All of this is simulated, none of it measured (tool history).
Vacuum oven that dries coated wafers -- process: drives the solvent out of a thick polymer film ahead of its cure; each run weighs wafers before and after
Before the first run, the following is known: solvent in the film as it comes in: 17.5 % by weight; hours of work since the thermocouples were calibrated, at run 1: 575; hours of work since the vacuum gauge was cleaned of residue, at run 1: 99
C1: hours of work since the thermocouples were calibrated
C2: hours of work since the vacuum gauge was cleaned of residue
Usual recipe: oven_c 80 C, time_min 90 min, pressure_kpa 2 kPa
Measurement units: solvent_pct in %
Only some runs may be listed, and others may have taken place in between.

run 1 day=0 | oven_c=80 time_min=90 pressure_kpa=2 | C1=575 C2=99 | solvent_pct=2.388
-- day=4.196 oven's thermocouples calibrated
run 2 day=4.196 | oven_c=80 time_min=114 pressure_kpa=2 | C1=0 C2=146 | solvent_pct=2.096
run 3 day=8.758 | oven_c=80 time_min=114 pressure_kpa=2 | C1=51 C2=197 | solvent_pct=2.087
run 4 day=10.796 | oven_c=80 time_min=90 pressure_kpa=2 | C1=74 C2=220 | solvent_pct=2.523
run 5 day=14.479 | oven_c=77 time_min=90 pressure_kpa=2 | C1=116 C2=261 | solvent_pct=3.156
run 6 day=18.267 | oven_c=80 time_min=90 pressure_kpa=1.46 | C1=158 C2=304 | solvent_pct=2.107
run 7 day=22.512 | oven_c=80 time_min=90 pressure_kpa=1.46 | C1=206 C2=352 | solvent_pct=2.127
run 8 day=25.217 | oven_c=83 time_min=90 pressure_kpa=2 | C1=237 C2=382 | solvent_pct=2.01
run 9 day=28.025 | oven_c=83 time_min=90 pressure_kpa=2 | C1=268 C2=414 | solvent_pct=2.034
run 10 day=31.012 | oven_c=80 time_min=154 pressure_kpa=2 | C1=302 C2=448 | solvent_pct=1.782
run 11 day=35.358 | oven_c=80 time_min=154 pressure_kpa=2 | C1=351 C2=497 | solvent_pct=1.777
run 12 day=40.033 | oven_c=65 time_min=154 pressure_kpa=2 | C1=404 C2=549 | solvent_pct=4.522
run 13 day=42.362 | oven_c=80 time_min=81 pressure_kpa=2 | C1=430 C2=575 | solvent_pct=2.76
run 14 day=44.642 | oven_c=81 time_min=95 pressure_kpa=2.68 | C1=456 C2=601 | solvent_pct=2.726
run 15 day=47.025 | oven_c=87 time_min=95 pressure_kpa=1.45 | C1=482 C2=628 | solvent_pct=1.165
run 16 day=50.496 | oven_c=70 time_min=158 pressure_kpa=1.45 | C1=522 C2=667 | solvent_pct=2.58
run 17 day=52.942 | oven_c=76 time_min=58 pressure_kpa=2 | C1=549 C2=695 | solvent_pct=4.922
run 18 day=55.654 | oven_c=78 time_min=50 pressure_kpa=3.17 | C1=580 C2=725 | solvent_pct=5.8
-- day=59.458 oven's thermocouples calibrated
run 19 day=60 | oven_c=72 time_min=113 pressure_kpa=1.56 | C1=6 C2=773 | solvent_pct=3.233
run 20 day=62.179 | oven_c=80 time_min=81 pressure_kpa=2 | C1=31 C2=798 | solvent_pct=2.825
run 21 day=64.675 | oven_c=80 time_min=81 pressure_kpa=2 | C1=59 C2=826 | solvent_pct=2.853
run 22 day=67.2 | oven_c=80 time_min=81 pressure_kpa=2 | C1=87 C2=854 | solvent_pct=2.839

Consider 5 possible next runs. They are alternatives, not a sequence: every one starts from the tool as it was left by run 22. What does each give?
run A day=71.233 | oven_c=66 time_min=109 pressure_kpa=2 | C1=133 C2=900 | solvent_pct=?
run B day=71.233 | oven_c=74 time_min=92 pressure_kpa=3.08 | C1=133 C2=900 | solvent_pct=?
run C day=71.233 | oven_c=82 time_min=106 pressure_kpa=2 | C1=133 C2=900 | solvent_pct=?
run D day=71.233 | oven_c=84 time_min=152 pressure_kpa=1.93 | C1=133 C2=900 | solvent_pct=?
run E day=71.233 | oven_c=67 time_min=148 pressure_kpa=6.92 | C1=133 C2=900 | solvent_pct=?

run=A solvent_pct=5.511
run=B solvent_pct=4.817
run=C solvent_pct=1.956
run=D solvent_pct=1.468
run=E solvent_pct=10.418
Without the tool's unlogged condition, the same runs would have read:
run=A solvent_pct=5.493
run=B solvent_pct=4.815
run=C solvent_pct=1.925
run=D solvent_pct=1.422
run=E solvent_pct=10.438
